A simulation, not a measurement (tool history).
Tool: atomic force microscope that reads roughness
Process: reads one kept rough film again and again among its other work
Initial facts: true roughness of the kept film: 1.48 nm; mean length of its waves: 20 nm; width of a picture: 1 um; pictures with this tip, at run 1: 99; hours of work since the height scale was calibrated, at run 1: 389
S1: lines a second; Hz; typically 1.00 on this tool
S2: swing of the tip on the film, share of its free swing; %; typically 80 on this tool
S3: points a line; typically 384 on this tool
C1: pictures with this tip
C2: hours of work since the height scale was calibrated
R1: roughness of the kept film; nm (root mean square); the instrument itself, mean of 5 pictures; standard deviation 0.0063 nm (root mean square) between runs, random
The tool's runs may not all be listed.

run,hour,S1,S2,S3,C1,C2,R1
1,0.0,1.00,80,384,99,389,0.996
2,16.1,1.00,80,384,119,400,0.971
3,29.7,1.00,80,384,135,409,0.941
4,41.5,1.00,80,384,150,418,0.916
# hour 53.0: new tip fitted
5,59.1,1.00,80,384,8,429,1.193
6,74.0,1.00,80,384,26,440,1.143
7,81.7,1.00,80,384,35,445,1.125
8,90.0,1.00,80,384,46,451,1.095
9,104.7,1.00,80,384,64,461,1.062
10,117.6,1.00,73,779,79,470,1.047
11,134.3,1.00,65,384,100,482,1.005
12,143.9,1.00,65,384,111,488,0.972
13,160.8,2.18,65,541,132,500,0.942
14,177.4,2.18,65,541,153,512,0.890
# hour 186.2: new tip fitted
15,192.7,1.00,57,384,8,522,1.227
16,199.8,1.00,88,326,16,527,1.139
17,210.5,1.00,88,326,29,534,1.098
18,217.6,1.00,60,325,38,539,1.134

4 options for the next run, each taken on its own from the tool as it stands now. Forecast them:
A,232.0,1.00,68,606,56,549,?
B,232.0,1.00,88,325,56,549,?
C,232.0,0.72,60,410,56,549,?
D,232.0,1.00,80,310,56,549,?

run,R1
A,1.094
B,1.039
C,1.094
D,1.053
Stripped of hidden state, with their random variation kept, the same runs would have yielded:
run,R1
A,1.251
B,1.189
C,1.252
D,1.204

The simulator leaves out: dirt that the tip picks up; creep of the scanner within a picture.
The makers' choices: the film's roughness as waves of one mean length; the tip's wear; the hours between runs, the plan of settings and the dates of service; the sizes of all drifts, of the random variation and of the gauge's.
